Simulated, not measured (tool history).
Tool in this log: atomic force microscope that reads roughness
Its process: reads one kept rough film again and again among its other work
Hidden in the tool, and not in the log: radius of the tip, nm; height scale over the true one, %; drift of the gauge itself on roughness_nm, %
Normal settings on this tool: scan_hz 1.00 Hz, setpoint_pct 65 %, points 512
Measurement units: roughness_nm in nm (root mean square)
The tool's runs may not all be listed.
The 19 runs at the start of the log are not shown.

run	day	scan_hz	setpoint_pct	points	pictures with this tip	hours of work since the height scale was calibrated	roughness_nm
20	41.446	1.00	65	512	170	1044	2.984
# day 43.950: new tip fitted
21	43.950	1.00	65	904	0	1082	3.217
22	46.833	1.00	65	904	104	1127	3.093
23	48.983	1.00	65	904	182	1161	2.970
24	50.371	1.00	65	622	232	1183	2.918
# day 51.304: new tip fitted
25	52.608	1.00	65	622	47	1217	3.177
26	55.321	1.00	65	512	145	1260	3.039
27	57.288	1.00	73	512	216	1291	2.899
# day 58.596: new tip fitted
28	59.000	1.00	73	512	15	1317	3.152
29	61.246	1.31	57	429	96	1352	3.104
30	63.150	1.31	57	429	165	1382	3.043
31	65.583	1.52	57	324	253	1420	2.929
# day 65.817: new tip fitted
32	67.962	1.00	65	481	78	1457	3.119
33	70.942	1.00	65	481	185	1503	2.996
# day 73.054: new tip fitted
34	74.146	2.94	56	821	39	1553	3.118
35	76.746	3.61	65	512	133	1594	2.785
36	79.058	3.61	65	512	216	1630	2.716
# day 80.354: new tip fitted
37	81.175	1.00	81	819	30	1663	3.020
38	84.092	2.00	65	881	135	1708	2.942
39	86.138	0.55	78	1001	209	1740	2.963
# day 87.558: new tip fitted
40	87.825	0.55	78	1001	10	1766	3.201

Expected results for the next run?
41	89.204	1.00	65	689	60	1788	?

roughness_nm: 3.162 nm (root mean square)
Were there no unlogged condition in the tool, this run, its random variation unchanged, would have produced roughness_nm 3.205 nm (root mean square).
